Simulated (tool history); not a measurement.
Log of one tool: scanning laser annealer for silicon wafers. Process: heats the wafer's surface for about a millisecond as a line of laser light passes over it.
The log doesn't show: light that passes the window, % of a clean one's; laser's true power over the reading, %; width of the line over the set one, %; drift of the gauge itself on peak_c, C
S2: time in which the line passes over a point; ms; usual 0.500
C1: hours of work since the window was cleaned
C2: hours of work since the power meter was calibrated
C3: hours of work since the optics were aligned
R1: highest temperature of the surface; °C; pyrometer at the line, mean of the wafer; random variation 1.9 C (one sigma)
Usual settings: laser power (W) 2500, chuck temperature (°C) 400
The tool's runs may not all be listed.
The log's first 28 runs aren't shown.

Run 29, day 35.362: usual settings but laser power (W) 2139, chuck temperature (°C) 366; C1 42; C2 898; C3 628. Result: R1 941 °C.
Run 30, day 36.404: usual settings but laser power (W) 2139, chuck temperature (°C) 366; C1 56; C2 911; C3 642. Result: R1 938 °C.
Run 31, day 37.517: usual settings but laser power (W) 2139, chuck temperature (°C) 366; C1 71; C2 926; C3 656. Result: R1 937 °C.
Run 32, day 38.479: usual settings but laser power (W) 2312, S2 0.545 ms, chuck temperature (°C) 401; C1 83; C2 938; C3 669. Result: R1 1041 °C.
Run 33, day 40.083: usual settings but laser power (W) 2312, S2 0.545 ms, chuck temperature (°C) 401; C1 104; C2 959; C3 690. Result: R1 1037 °C.
Run 34, day 41.221: usual settings but laser power (W) 2312, S2 0.545 ms, chuck temperature (°C) 401; C1 119; C2 974; C3 705. Result: R1 1037 °C.
Run 35, day 42.204: usual settings but laser power (W) 2391, S2 0.382 ms, chuck temperature (°C) 376; C1 132; C2 987; C3 717. Result: R1 942 °C.
At day 42.842: window over the wafer cleaned, once more.
Run 36, day 43.325: usual settings but chuck temperature (°C) 363; C1 6; C2 1001; C3 731. Result: R1 1093 °C.
Run 37, day 44.154: usual settings but laser power (W) 2196, chuck temperature (°C) 398; C1 17; C2 1011; C3 742. Result: R1 1034 °C.
At day 45.229: optics aligned, line set to its width.
Run 38, day 45.779: usual settings but laser power (W) 2196, chuck temperature (°C) 398; C1 36; C2 1030; C3 7. Result: R1 1055 °C.
Run 39, day 47.508: usual settings but laser power (W) 2660, S2 0.540 ms, chuck temperature (°C) 399; C1 58; C2 1053; C3 30. Result: R1 1216 °C.
Run 40, day 48.571: usual settings but laser power (W) 2660, S2 0.540 ms, chuck temperature (°C) 399; C1 72; C2 1066; C3 44. Result: R1 1217 °C.

Forecast each of these 5 alternatives for the next run:
Run A, day 49.554: usual settings but laser power (W) 2662, S2 0.461 ms, chuck temperature (°C) 416; C1 85; C2 1079; C3 56. Result: R1 ?.
Run B, day 49.554: usual settings but S2 0.388 ms, chuck temperature (°C) 426; C1 85; C2 1079; C3 56. Result: R1 ?.
Run C, day 49.554: usual settings but laser power (W) 2454, S2 0.541 ms, chuck temperature (°C) 372; C1 85; C2 1079; C3 56. Result: R1 ?.
Run D, day 49.554: usual settings but laser power (W) 2660, S2 0.540 ms, chuck temperature (°C) 362; C1 85; C2 1079; C3 56. Result: R1 ?.
Run E, day 49.554: usual settings but laser power (W) 2660, S2 0.526 ms, chuck temperature (°C) 399; C1 85; C2 1079; C3 56. Result: R1 ?.

run    R1
  A  1179
  B  1091
  C  1124
  D  1177
  E  1206
Without the tool's hidden state the same runs would have given:
run    R1
  A  1192
  B  1102
  C  1137
  D  1191
  E  1219
